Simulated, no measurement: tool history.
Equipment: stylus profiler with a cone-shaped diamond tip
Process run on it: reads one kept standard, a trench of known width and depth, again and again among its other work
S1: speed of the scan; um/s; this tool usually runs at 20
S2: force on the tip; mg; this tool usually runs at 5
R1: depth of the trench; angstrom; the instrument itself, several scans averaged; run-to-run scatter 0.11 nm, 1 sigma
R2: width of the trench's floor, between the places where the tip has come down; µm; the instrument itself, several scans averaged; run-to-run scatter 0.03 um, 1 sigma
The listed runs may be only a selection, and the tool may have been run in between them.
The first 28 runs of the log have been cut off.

| run | hour | S1 | S2 | R1 | R2 |
|---|---|---|---|---|---|
| 29 | 366.2 | 7 | 4.62 | 2026.3 | 46.98 |
| 30 | 374 | 17 | 7.42 | 2035.9 | 47 |
| 31 | 382.3 | 18 | 10.68 | 2046.9 | 46.96 |
| 32 | 389.8 | 44 | 2.71 | 2018.6 | 46.92 |
| 33 | 402.9 | 34 | 7.1 | 2034.4 | 46.96 |
| 34 | 414.3 | 34 | 7.1 | 2036 | 46.92 |
| 35 | 430.1 | 34 | 7.1 | 2033.8 | 46.95 |
| 36 | 444.8 | 17 | 3.12 | 2017.3 | 46.92 |
| 37 | 457.3 | 56 | 5 | 2028.2 | 46.85 |
| 38 | 472.8 | 18 | 5 | 2026.8 | 46.92 |
| 39 | 489.6 | 18 | 2.39 | 2014.3 | 46.93 |
| 40 | 498 | 17 | 2.25 | 2012.9 | 46.92 |

Consider 5 possible next runs. They are alternatives, not a sequence: every one starts from the tool as it was left by run 40. What does each give?
| A | 510.4 | 37 | 5 | ? | ? |
| B | 510.4 | 7 | 6.97 | ? | ? |
| C | 510.4 | 33 | 6.94 | ? | ? |
| D | 510.4 | 10 | 4.27 | ? | ? |
| E | 510.4 | 74 | 2.25 | ? | ? |

| run | R1 | R2 |
|---|---|---|
| A | 2028.1 | 46.92 |
| B | 2034 | 46.97 |
| C | 2033.5 | 46.95 |
| D | 2023.4 | 46.94 |
| E | 2017.3 | 46.7 |
Without the tool's hidden state the same runs would have given:
| run | R1 | R2 |
|---|---|---|
| A | 2029.4 | 47.15 |
| B | 2035.3 | 47.2 |
| C | 2034.8 | 47.18 |
| D | 2024.7 | 47.17 |
| E | 2018.6 | 46.94 |
